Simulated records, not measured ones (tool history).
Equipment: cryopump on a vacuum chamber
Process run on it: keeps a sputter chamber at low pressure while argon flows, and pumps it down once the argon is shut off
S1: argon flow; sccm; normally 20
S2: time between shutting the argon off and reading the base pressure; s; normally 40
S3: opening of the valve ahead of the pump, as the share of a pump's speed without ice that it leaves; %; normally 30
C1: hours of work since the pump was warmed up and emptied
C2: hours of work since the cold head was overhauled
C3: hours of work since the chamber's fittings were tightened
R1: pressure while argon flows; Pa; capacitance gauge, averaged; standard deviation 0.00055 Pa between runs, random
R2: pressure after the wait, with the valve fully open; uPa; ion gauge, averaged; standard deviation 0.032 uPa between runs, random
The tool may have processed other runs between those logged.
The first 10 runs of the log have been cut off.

Run 11, day 9.042: usual settings but S1 10 sccm, S2 34 s; C1 413; C2 413; C3 2220. Result: R1 0.0298 Pa, R2 3.02 uPa.
Run 12, day 10.258: usual settings but S1 16 sccm; C1 435; C2 435; C3 2242. Result: R1 0.0478 Pa, R2 2.75 uPa.
Run 13, day 10.921: usual settings but S1 8 sccm; C1 446; C2 446; C3 2253. Result: R1 0.0245 Pa, R2 2.84 uPa.
Run 14, day 11.775: usual settings but S1 8 sccm; C1 461; C2 461; C3 2268. Result: R1 0.0247 Pa, R2 2.85 uPa.
Run 15, day 12.867: usual settings; C1 480; C2 480; C3 2287. Result: R1 0.0596 Pa, R2 2.84 uPa.
Run 16, day 13.904: usual settings; C1 499; C2 499; C3 2305. Result: R1 0.0609 Pa, R2 2.88 uPa.
Run 17, day 14.858: usual settings; C1 515; C2 515; C3 2322. Result: R1 0.0595 Pa, R2 2.89 uPa.
Run 18, day 15.871: usual settings; C1 533; C2 533; C3 2340. Result: R1 0.0613 Pa, R2 2.9 uPa.
Run 19, day 16.879: usual settings but S3 46 %; C1 551; C2 551; C3 2358. Result: R1 0.0405 Pa, R2 2.82 uPa.
Run 20, day 18.133: usual settings but S3 46 %; C1 573; C2 573; C3 2380. Result: R1 0.0407 Pa, R2 2.86 uPa.
Run 21, day 18.938: usual settings but S1 25 sccm, S2 96 s, S3 57 %; C1 587; C2 587; C3 2394. Result: R1 0.0435 Pa, R2 2.08 uPa.

The next listed run, before its measurement:
Run 22, day 20.183: usual settings but S1 8 sccm, S2 245 s, S3 52 %; C1 609; C2 609; C3 2415. Result: R1 ?, R2 ?.

Run 22 produced R1 0.0146 Pa, R2 1.77 uPa.
With no hidden state in the tool, this same run would have given R1 0.0131 Pa, R2 0.41 uPa.

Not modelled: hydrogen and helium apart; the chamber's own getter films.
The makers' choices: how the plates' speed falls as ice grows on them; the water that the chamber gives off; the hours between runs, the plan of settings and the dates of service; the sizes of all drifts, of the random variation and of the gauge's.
